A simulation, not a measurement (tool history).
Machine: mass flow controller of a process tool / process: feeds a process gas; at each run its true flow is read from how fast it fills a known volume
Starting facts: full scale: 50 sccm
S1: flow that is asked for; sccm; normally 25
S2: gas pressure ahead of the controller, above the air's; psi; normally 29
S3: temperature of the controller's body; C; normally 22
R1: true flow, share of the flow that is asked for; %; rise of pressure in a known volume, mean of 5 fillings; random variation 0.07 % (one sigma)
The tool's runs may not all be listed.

run	hour	S1	S2	S3	R1
1	0	25	29	22	97.1
2	243.1	25	29	22	97.15
# hour 399.3: controller's zero set anew
3	480.8	25	29	22	97.4
4	587.6	25	29	22	97.37
5	758.7	25	29	22	97.42
6	878.7	25	38.3	22	97.77
7	1078.5	25	29	21	97.43
8	1177.1	25	29	21	97.35
# hour 1241.5: controller exchanged for a calibrated one
# hour 1255.1: controller's zero set anew, once more
9	1307.9	37	29	22	99.81
10	1457.6	37	29	23	99.47
11	1637.4	49	29	23	100.16
12	1860.9	49	29	23	99.98
13	2015.4	25	40	22	99.62
14	2259.2	25	40	22	99.45
15	2455.9	25	40	22	99.52
16	2583.1	25	20.6	22	98.41
17	2803.3	25	20.6	22	98.46
18	2971.5	25	29	22	98.74
19	3185.8	25	29	32	98.02
20	3410.7	25	29	32	98.04
21	3559.3	25	29	32	98.06
22	3750.8	25	29	23	98.45
23	3879.8	25	29	22	98.62
24	4005.4	25	29	22	98.55
25	4135.4	16	36.5	22	98.71
26	4263.5	16	36.5	22	98.66
27	4487.3	5	26.4	26	98.62
28	4666.6	5	26.4	26	98.57
29	4906.8	19	31.6	22	98.28
30	5141.3	28	27.1	27	98.02
31	5302.5	9	39.2	27	98.51
32	5435.1	8	26.8	32	97.42
33	5678.1	8	33.2	23	98.59
34	5863.5	30	22.3	37	96.9
35	6095.4	30	22.3	37	96.72
36	6336.6	9	22.3	25	97.63
37	6530.2	8	30.5	25	98.09
38	6654.6	8	30.5	25	98.11
39	6763.5	26	28.3	25	97.79
40	6982	24	33.1	36	97.11
41	7091.3	24	34.5	27	97.85
42	7297.3	24	34.5	27	97.87
43	7542.1	18	40	27	98
44	7749.3	6	31.9	26	98.72
45	7989.9	6	31.9	26	98.64
46	8148.3	25	40.3	22	98.39
47	8344.4	25	40.3	22	98.39

Below are 5 alternative next runs, each starting from the tool's condition after run 47. Predict each:
A	8535.1	25	27.3	22	?
B	8535.1	25	40.3	29	?
C	8535.1	8	40.3	25	?
D	8535.1	7	29.3	30	?
E	8535.1	25	36.1	34	?

run	R1
A	97.6
B	97.82
C	98.66
D	97.83
E	97.03
The same runs, with their run-to-run variation unchanged, on a tool lacking any hidden condition would have given:
run	R1
A	98.86
B	99.08
C	98.45
D	97.32
E	98.29

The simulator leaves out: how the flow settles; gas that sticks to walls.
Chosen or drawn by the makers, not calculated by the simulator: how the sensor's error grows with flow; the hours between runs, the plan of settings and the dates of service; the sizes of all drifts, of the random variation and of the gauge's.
